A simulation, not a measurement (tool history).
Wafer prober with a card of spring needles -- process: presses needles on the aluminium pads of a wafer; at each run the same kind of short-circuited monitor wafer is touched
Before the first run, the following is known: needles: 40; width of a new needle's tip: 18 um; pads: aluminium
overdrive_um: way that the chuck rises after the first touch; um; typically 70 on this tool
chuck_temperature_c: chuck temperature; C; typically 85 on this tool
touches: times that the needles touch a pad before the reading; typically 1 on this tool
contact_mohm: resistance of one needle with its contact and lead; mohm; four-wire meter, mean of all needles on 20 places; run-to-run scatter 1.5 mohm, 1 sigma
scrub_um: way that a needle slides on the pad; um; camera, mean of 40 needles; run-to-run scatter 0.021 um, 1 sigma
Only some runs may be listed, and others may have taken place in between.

run   hour  overdrive_um  chuck_temperature_c  touches  contact_mohm  scrub_um
  1      0            70                   85        1           156     12.17
       9.4  -- tips cleaned on abrasive film
      22.1  -- tips cleaned on abrasive film
      33.8  -- tips cleaned on abrasive film
  2   33.8            70                   85        1           147     12.15
      46.5  -- tips cleaned on abrasive film
      59.4  -- tips cleaned on abrasive film
        71  -- tips cleaned on abrasive film
  3     71            70                   85        1           146     12.14
      83.6  -- tips cleaned on abrasive film
      96.4  -- tips cleaned on abrasive film
     108.8  -- tips cleaned on abrasive film
  4  110.9            70                   85        1           162     12.11
     121.3  -- tips cleaned on abrasive film
       134  -- tips cleaned on abrasive film
     144.6  -- tips cleaned on abrasive film
  5  150.6            70                   85        1           177     12.08
     155.4  -- tips cleaned on abrasive film
       166  -- tips cleaned on abrasive film
  6  173.5            70                   85        1           179     12.09
     178.8  -- tips cleaned on abrasive film
     189.4  -- tips cleaned on abrasive film
     202.4  -- tips cleaned on abrasive film
  7  202.8            75                   85        1           144     12.88
     213.2  -- tips cleaned on abrasive film
     223.8  -- tips cleaned on abrasive film
     234.4  -- tips cleaned on abrasive film
  8  243.9            75                   85        1           178     12.86
     246.3  -- tips cleaned on abrasive film
     259.5  -- tips cleaned on abrasive film
  9  266.7            75                   70        1           169     12.87
       272  -- tips cleaned on abrasive film
     282.6  -- tips cleaned on abrasive film
     295.2  -- tips cleaned on abrasive film
 10  295.2            70                   45        1           138     11.93
     307.9  -- tips cleaned on abrasive film
     308.2  -- height of the first contact set anew
     318.8  -- tips cleaned on abrasive film
 11  319.1            70                   45        1           142     12.22
     329.7  -- tips cleaned on abrasive film
     340.3  -- tips cleaned on abrasive film
     352.8  -- tips cleaned on abrasive film
 12  352.8            61                   85        1           150     10.66
       366  -- tips cleaned on abrasive film
     378.3  -- tips cleaned on abrasive film
 13  384.5            61                   85        1           180      10.6
     389.9  -- tips cleaned on abrasive film
     402.6  -- tips cleaned on abrasive film
 14  409.5            61                   28        1           183     10.58
     414.2  -- tips cleaned on abrasive film
     424.8  -- tips cleaned on abrasive film
     437.9  -- tips cleaned on abrasive film
 15  448.3            65                   61        1           193     11.28
       451  -- tips cleaned on abrasive film
     464.2  -- tips cleaned on abrasive film
     476.8  -- tips cleaned on abrasive film
     489.6  -- tips cleaned on abrasive film
 16  492.5            59                   86        1           174     10.23
     502.4  -- tips cleaned on abrasive film
     514.3  -- tips cleaned on abrasive film
 17  514.3            70                   32        3           140     12.14
     526.4  -- tips cleaned on abrasive film
 18  534.5            83                   98        1           171     14.35
     539.3  -- tips cleaned on abrasive film
     552.1  -- tips cleaned on abrasive film
     562.7  -- tips cleaned on abrasive film
     575.7  -- tips cleaned on abrasive film
 19    579            70                  109        3           157     12.04
     586.9  -- tips cleaned on abrasive film
     599.8  -- tips cleaned on abrasive film
     612.3  -- tips cleaned on abrasive film
 20  617.6            55                   26        2           166       9.4

Consider 3 possible next runs. They are alternatives, not a sequence: every one starts from the tool as it was left by run 20. What does each give?
     625.1  -- tips cleaned on abrasive film
     637.1  -- tips cleaned on abrasive film
     650.3  -- tips cleaned on abrasive film
     661.4  -- tips cleaned on abrasive film
  A  661.4            70                   60        2             ?         ?
     625.1  -- tips cleaned on abrasive film
     637.1  -- tips cleaned on abrasive film
     650.3  -- tips cleaned on abrasive film
     661.4  -- tips cleaned on abrasive film
  B  661.4            70                   85        3             ?         ?
     625.1  -- tips cleaned on abrasive film
     637.1  -- tips cleaned on abrasive film
     650.3  -- tips cleaned on abrasive film
     661.4  -- tips cleaned on abrasive film
  C  661.4            78                   35        2             ?         ?

run  contact_mohm  scrub_um
  A           140     11.98
  B           146     11.96
  C           134     13.37
Had the tool no hidden state, the same runs would have come out as:
run  contact_mohm  scrub_um
  A           138     12.24
  B           144     12.22
  C           132     13.63

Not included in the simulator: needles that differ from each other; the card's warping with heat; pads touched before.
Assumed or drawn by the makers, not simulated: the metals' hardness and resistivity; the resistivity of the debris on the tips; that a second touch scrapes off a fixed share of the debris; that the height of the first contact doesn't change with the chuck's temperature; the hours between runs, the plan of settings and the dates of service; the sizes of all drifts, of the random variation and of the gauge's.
